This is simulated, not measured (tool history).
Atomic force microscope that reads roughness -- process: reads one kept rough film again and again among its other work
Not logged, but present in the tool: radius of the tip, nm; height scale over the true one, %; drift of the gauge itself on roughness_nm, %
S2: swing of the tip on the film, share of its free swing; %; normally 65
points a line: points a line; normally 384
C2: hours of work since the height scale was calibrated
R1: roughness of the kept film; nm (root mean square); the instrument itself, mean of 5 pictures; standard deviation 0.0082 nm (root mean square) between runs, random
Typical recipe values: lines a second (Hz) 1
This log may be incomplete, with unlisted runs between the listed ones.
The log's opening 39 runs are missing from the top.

run 40 hour=554.3 | lines_a_second_(Hz)=1.06 S2=84 points_a_line=552 | pictures_with_this_tip=142 C2=776 | R1=1.679
run 41 hour=571.7 | lines_a_second_(Hz)=1 S2=73 points_a_line=308 | pictures_with_this_tip=167 C2=788 | R1=1.741
run 42 hour=580.6 | lines_a_second_(Hz)=3.57 S2=56 points_a_line=507 | pictures_with_this_tip=179 C2=794 | R1=1.73
-- hour=587.1 new tip fitted
run 43 hour=591.5 | lines_a_second_(Hz)=0.54 S2=68 points_a_line=673 | pictures_with_this_tip=7 C2=801 | R1=1.797
run 44 hour=606 | lines_a_second_(Hz)=0.84 S2=65 points_a_line=319 | pictures_with_this_tip=27 C2=811 | R1=1.775
run 45 hour=615.6 | lines_a_second_(Hz)=1.53 S2=63 points_a_line=315 | pictures_with_this_tip=40 C2=817 | R1=1.758
run 46 hour=629.7 | lines_a_second_(Hz)=1.53 S2=63 points_a_line=315 | pictures_with_this_tip=60 C2=827 | R1=1.748
run 47 hour=646.5 | lines_a_second_(Hz)=2.72 S2=56 points_a_line=315 | pictures_with_this_tip=83 C2=838 | R1=1.754
run 48 hour=663.5 | lines_a_second_(Hz)=2.72 S2=56 points_a_line=315 | pictures_with_this_tip=107 C2=850 | R1=1.755
run 49 hour=677.7 | lines_a_second_(Hz)=0.84 S2=72 points_a_line=658 | pictures_with_this_tip=127 C2=859 | R1=1.768
run 50 hour=691.5 | lines_a_second_(Hz)=0.91 S2=83 points_a_line=416 | pictures_with_this_tip=146 C2=869 | R1=1.701

What if the next run were any one of these 5? Each begins from the tool's condition after run 50:
run A hour=701.7 | lines_a_second_(Hz)=1 S2=72 points_a_line=536 | pictures_with_this_tip=161 C2=875 | R1=?
run B hour=701.7 | lines_a_second_(Hz)=0.54 S2=65 points_a_line=460 | pictures_with_this_tip=161 C2=875 | R1=?
run C hour=701.7 | lines_a_second_(Hz)=3.85 S2=65 points_a_line=675 | pictures_with_this_tip=161 C2=875 | R1=?
run D hour=701.7 | lines_a_second_(Hz)=2.67 S2=69 points_a_line=540 | pictures_with_this_tip=161 C2=875 | R1=?
run E hour=701.7 | lines_a_second_(Hz)=0.79 S2=64 points_a_line=355 | pictures_with_this_tip=161 C2=875 | R1=?

run=A R1=1.767
run=B R1=1.795
run=C R1=1.651
run=D R1=1.667
run=E R1=1.779
Had the tool no hidden state, the same runs would have come out as:
run=A R1=1.773
run=B R1=1.8
run=C R1=1.656
run=D R1=1.672
run=E R1=1.785
